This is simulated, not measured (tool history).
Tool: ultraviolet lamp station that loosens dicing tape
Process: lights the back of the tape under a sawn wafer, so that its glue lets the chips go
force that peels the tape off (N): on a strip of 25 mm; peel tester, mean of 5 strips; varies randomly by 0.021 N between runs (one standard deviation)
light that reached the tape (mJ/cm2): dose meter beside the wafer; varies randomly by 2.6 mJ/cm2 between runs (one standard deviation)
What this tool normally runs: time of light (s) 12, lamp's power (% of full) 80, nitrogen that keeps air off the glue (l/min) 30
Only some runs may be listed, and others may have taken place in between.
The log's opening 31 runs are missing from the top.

run    hour  time of light (s)  lamp's power (% of full)  nitrogen that keeps air off the glue (l/min)  hours of work of the lamp  hours of work since the window was cleaned  force that peels the tape off (N)  light that reached the tape (mJ/cm2)
 32  2163.9                 12                        85                                            30                        134                                         295                              0.952                                   334
 33  2246.1                 12                        85                                            30                        189                                         350                              0.881                                   337
 34  2322.1                 12                        72                                            47                        240                                         400                              0.967                                   286
     2389.5  -- window cleaned of glue's vapour
 35  2418.2                 12                        68                                            59                        304                                          19                              0.966                                   269
 36  2510.5                 12                        73                                            30                        365                                          81                              1.200                                   293
 37  2570.3                 12                        73                                            30                        405                                         121                              1.249                                   288
 38  2616.3                 12                        81                                            21                        436                                         151                              1.207                                   324
 39  2688.8                 12                        80                                            21                        484                                         200                              1.274                                   312
 40  2764.5                 12                        80                                            21                        535                                         250                              1.224                                   321
 41  2842.4                 18                        75                                            30                        587                                         302                              0.524                                   443
 42  2928.8                 10                        80                                            44                        644                                         360                              1.194                                   259
 43  2980.0                 10                        80                                            44                        678                                         394                              1.187                                   263

3 options for the next run, each taken on its own from the tool as it stands now. Forecast them:
     3057.6  -- window cleaned of glue's vapour
  A  3079.0                 10                        80                                            50                        744                                          14                                  ?                                     ?
     3057.6  -- window cleaned of glue's vapour
  B  3079.0                 15                        60                                            22                        744                                          14                                  ?                                     ?
     3057.6  -- window cleaned of glue's vapour
  C  3079.0                  8                        63                                            25                        744                                          14                                  ?                                     ?

run  force that peels the tape off (N)  light that reached the tape (mJ/cm2)
  A                              1.097                                   264
  B                              1.408                                   298
  C                              2.886                                   168
Without the tool's unlogged condition, the same runs would have read:
run  force that peels the tape off (N)  light that reached the tape (mJ/cm2)
  A                              1.091                                   265
  B                              1.401                                   299
  C                              2.877                                   168
